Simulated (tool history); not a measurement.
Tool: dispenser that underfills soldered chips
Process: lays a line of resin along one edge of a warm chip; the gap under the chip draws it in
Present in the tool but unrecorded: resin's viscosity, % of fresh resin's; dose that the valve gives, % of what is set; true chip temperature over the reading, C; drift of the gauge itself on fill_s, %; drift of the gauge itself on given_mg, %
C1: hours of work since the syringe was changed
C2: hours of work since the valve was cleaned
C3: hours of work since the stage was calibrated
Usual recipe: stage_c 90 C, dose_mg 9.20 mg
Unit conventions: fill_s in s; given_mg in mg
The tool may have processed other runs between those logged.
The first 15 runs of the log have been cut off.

-- day=7.325 new syringe of resin
-- day=7.500 dispensing valve cleaned and set on the balance
run 16 day=7.596 | stage_c=90 dose_mg=9.20 | C1=4 C2=2 C3=661 | fill_s=93.4 given_mg=9.16
-- day=7.779 new syringe of resin
run 17 day=7.983 | stage_c=90 dose_mg=9.20 | C1=4 C2=9 C3=668 | fill_s=87.0 given_mg=9.12
-- day=8.204 new syringe of resin
run 18 day=8.538 | stage_c=100 dose_mg=7.90 | C1=6 C2=19 C3=678 | fill_s=71.1 given_mg=7.82
-- day=8.629 new syringe of resin
run 19 day=8.946 | stage_c=90 dose_mg=8.10 | C1=6 C2=26 C3=685 | fill_s=105.0 given_mg=8.01
-- day=9.017 new syringe of resin
-- day=9.429 new syringe of resin
run 20 day=9.429 | stage_c=82 dose_mg=9.80 | C1=0 C2=35 C3=694 | fill_s=93.4 given_mg=9.67
-- day=9.817 new syringe of resin
run 21 day=9.825 | stage_c=97 dose_mg=9.75 | C1=0 C2=42 C3=701 | fill_s=51.7 given_mg=9.59
-- day=10.233 new syringe of resin
run 22 day=10.408 | stage_c=79 dose_mg=8.49 | C1=3 C2=52 C3=711 | fill_s=134.5 given_mg=8.32
-- day=10.646 new syringe of resin
-- day=11.033 new syringe of resin
run 23 day=11.033 | stage_c=85 dose_mg=11.93 | C1=0 C2=64 C3=723 | fill_s=81.8 given_mg=11.62
-- day=11.421 new syringe of resin
run 24 day=11.608 | stage_c=89 dose_mg=7.86 | C1=3 C2=74 C3=733 | fill_s=91.3 given_mg=7.64
-- day=11.838 new syringe of resin
run 25 day=12.154 | stage_c=89 dose_mg=7.86 | C1=6 C2=84 C3=743 | fill_s=107.1 given_mg=7.63
-- day=12.242 new syringe of resin
-- day=12.642 new syringe of resin
run 26 day=12.725 | stage_c=89 dose_mg=7.86 | C1=2 C2=94 C3=753 | fill_s=80.5 given_mg=7.61
-- day=13.050 new syringe of resin
run 27 day=13.154 | stage_c=102 dose_mg=9.69 | C1=2 C2=102 C3=761 | fill_s=46.5 given_mg=9.33
-- day=13.450 new syringe of resin
-- day=13.796 dispensing valve cleaned and set on the balance
run 28 day=13.842 | stage_c=90 dose_mg=9.20 | C1=7 C2=1 C3=773 | fill_s=106.1 given_mg=9.18
-- day=13.912 new syringe of resin
-- day=14.304 new syringe of resin
run 29 day=14.362 | stage_c=87 dose_mg=8.27 | C1=1 C2=10 C3=782 | fill_s=82.0 given_mg=8.23
-- day=14.704 new syringe of resin
run 30 day=14.788 | stage_c=91 dose_mg=9.90 | C1=2 C2=18 C3=789 | fill_s=69.5 given_mg=9.83
-- day=15.112 new syringe of resin
run 31 day=15.246 | stage_c=103 dose_mg=8.84 | C1=2 C2=26 C3=798 | fill_s=46.2 given_mg=8.79
-- day=15.521 new syringe of resin
run 32 day=15.779 | stage_c=102 dose_mg=10.49 | C1=5 C2=36 C3=807 | fill_s=56.7 given_mg=10.39
-- day=15.950 new syringe of resin
-- day=16.233 stage's temperature calibrated
-- day=16.425 new syringe of resin
run 33 day=16.467 | stage_c=92 dose_mg=8.74 | C1=1 C2=47 C3=4 | fill_s=79.4 given_mg=8.64

Each row is a separate what-if for the run after 33, all from the same tool condition, not one after another. Results?
-- day=16.829 new syringe of resin
run A day=17.067 | stage_c=90 dose_mg=9.59 | C1=4 C2=58 C3=15 | fill_s=? given_mg=?
-- day=16.829 new syringe of resin
run B day=17.067 | stage_c=93 dose_mg=11.97 | C1=4 C2=58 C3=15 | fill_s=? given_mg=?
-- day=16.829 new syringe of resin
run C day=17.067 | stage_c=86 dose_mg=7.99 | C1=4 C2=58 C3=15 | fill_s=? given_mg=?
-- day=16.829 new syringe of resin
run D day=17.067 | stage_c=84 dose_mg=10.79 | C1=4 C2=58 C3=15 | fill_s=? given_mg=?

run=A fill_s=110.6 given_mg=9.42
run=B fill_s=95.9 given_mg=11.78
run=C fill_s=136.0 given_mg=7.87
run=D fill_s=143.6 given_mg=10.60
The same runs, with their run-to-run variation unchanged, on a tool lacking any hidden condition would have given:
run=A fill_s=81.3 given_mg=9.59
run=B fill_s=70.5 given_mg=11.99
run=C fill_s=99.6 given_mg=8.01
run=D fill_s=105.8 given_mg=10.79
